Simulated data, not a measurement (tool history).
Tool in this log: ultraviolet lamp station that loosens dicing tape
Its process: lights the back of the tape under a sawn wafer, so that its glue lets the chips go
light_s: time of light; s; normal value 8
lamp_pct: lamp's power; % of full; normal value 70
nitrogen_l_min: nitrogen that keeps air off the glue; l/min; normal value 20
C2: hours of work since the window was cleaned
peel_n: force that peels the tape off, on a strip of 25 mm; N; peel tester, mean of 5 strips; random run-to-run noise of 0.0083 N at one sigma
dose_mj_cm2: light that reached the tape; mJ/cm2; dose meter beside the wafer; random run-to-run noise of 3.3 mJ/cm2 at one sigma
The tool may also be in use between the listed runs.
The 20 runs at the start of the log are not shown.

run 21 hour=586.2 | light_s=8 lamp_pct=66 nitrogen_l_min=7 | hours_of_work_of_the_lamp=822 C2=58 | peel_n=2.337 dose_mj_cm2=219
-- hour=591.0 lamp changed
-- hour=595.9 window cleaned of glue's vapour, once more
run 22 hour=628.6 | light_s=8 lamp_pct=66 nitrogen_l_min=7 | hours_of_work_of_the_lamp=28 C2=25 | peel_n=0.766 dose_mj_cm2=481
run 23 hour=658.3 | light_s=4 lamp_pct=67 nitrogen_l_min=17 | hours_of_work_of_the_lamp=51 C2=48 | peel_n=1.574 dose_mj_cm2=243
run 24 hour=675.7 | light_s=7 lamp_pct=70 nitrogen_l_min=6 | hours_of_work_of_the_lamp=64 C2=61 | peel_n=0.975 dose_mj_cm2=435
run 25 hour=704.2 | light_s=6 lamp_pct=79 nitrogen_l_min=34 | hours_of_work_of_the_lamp=86 C2=83 | peel_n=0.452 dose_mj_cm2=406
run 26 hour=739.7 | light_s=7 lamp_pct=77 nitrogen_l_min=37 | hours_of_work_of_the_lamp=113 C2=110 | peel_n=0.350 dose_mj_cm2=456
run 27 hour=772.1 | light_s=7 lamp_pct=77 nitrogen_l_min=37 | hours_of_work_of_the_lamp=138 C2=134 | peel_n=0.365 dose_mj_cm2=446
run 28 hour=802.6 | light_s=5 lamp_pct=98 nitrogen_l_min=25 | hours_of_work_of_the_lamp=161 C2=158 | peel_n=0.560 dose_mj_cm2=404
run 29 hour=829.4 | light_s=5 lamp_pct=98 nitrogen_l_min=25 | hours_of_work_of_the_lamp=182 C2=178 | peel_n=0.575 dose_mj_cm2=392
run 30 hour=854.6 | light_s=9 lamp_pct=98 nitrogen_l_min=14 | hours_of_work_of_the_lamp=201 C2=197 | peel_n=0.213 dose_mj_cm2=687
run 31 hour=892.5 | light_s=7 lamp_pct=91 nitrogen_l_min=26 | hours_of_work_of_the_lamp=230 C2=226 | peel_n=0.347 dose_mj_cm2=496
run 32 hour=927.7 | light_s=8 lamp_pct=99 nitrogen_l_min=28 | hours_of_work_of_the_lamp=257 C2=253 | peel_n=0.218 dose_mj_cm2=599
run 33 hour=963.2 | light_s=8 lamp_pct=97 nitrogen_l_min=20 | hours_of_work_of_the_lamp=284 C2=280 | peel_n=0.283 dose_mj_cm2=571
run 34 hour=994.1 | light_s=11 lamp_pct=70 nitrogen_l_min=13 | hours_of_work_of_the_lamp=307 C2=304 | peel_n=0.363 dose_mj_cm2=551
run 35 hour=1031.6 | light_s=11 lamp_pct=70 nitrogen_l_min=13 | hours_of_work_of_the_lamp=336 C2=333 | peel_n=0.413 dose_mj_cm2=540
run 36 hour=1072.1 | light_s=11 lamp_pct=82 nitrogen_l_min=10 | hours_of_work_of_the_lamp=367 C2=363 | peel_n=0.348 dose_mj_cm2=611
run 37 hour=1111.7 | light_s=8 lamp_pct=62 nitrogen_l_min=39 | hours_of_work_of_the_lamp=397 C2=394 | peel_n=0.686 dose_mj_cm2=325
run 38 hour=1132.7 | light_s=8 lamp_pct=72 nitrogen_l_min=39 | hours_of_work_of_the_lamp=413 C2=410 | peel_n=0.551 dose_mj_cm2=371
run 39 hour=1162.9 | light_s=6 lamp_pct=69 nitrogen_l_min=38 | hours_of_work_of_the_lamp=436 C2=433 | peel_n=1.069 dose_mj_cm2=263
run 40 hour=1187.4 | light_s=8 lamp_pct=96 nitrogen_l_min=11 | hours_of_work_of_the_lamp=455 C2=451 | peel_n=0.562 dose_mj_cm2=478
run 41 hour=1209.2 | light_s=5 lamp_pct=74 nitrogen_l_min=13 | hours_of_work_of_the_lamp=471 C2=468 | peel_n=1.803 dose_mj_cm2=226
-- hour=1230.3 window cleaned of glue's vapour
run 42 hour=1234.4 | light_s=8 lamp_pct=70 nitrogen_l_min=8 | hours_of_work_of_the_lamp=490 C2=3 | peel_n=1.013 dose_mj_cm2=380

Here are 3 independent what-if runs from the current tool condition. What would each one return?
run A hour=1267.6 | light_s=8 lamp_pct=86 nitrogen_l_min=18 | hours_of_work_of_the_lamp=516 C2=28 | peel_n=? dose_mj_cm2=?
run B hour=1267.6 | light_s=8 lamp_pct=70 nitrogen_l_min=16 | hours_of_work_of_the_lamp=516 C2=28 | peel_n=? dose_mj_cm2=?
run C hour=1267.6 | light_s=12 lamp_pct=70 nitrogen_l_min=39 | hours_of_work_of_the_lamp=516 C2=28 | peel_n=? dose_mj_cm2=?

run=A peel_n=0.475 dose_mj_cm2=458
run=B peel_n=0.777 dose_mj_cm2=373
run=C peel_n=0.204 dose_mj_cm2=562
Had the tool no hidden state, the same runs would have come out as:
run=A peel_n=0.206 dose_mj_cm2=642
run=B peel_n=0.375 dose_mj_cm2=522
run=C peel_n=0.099 dose_mj_cm2=788
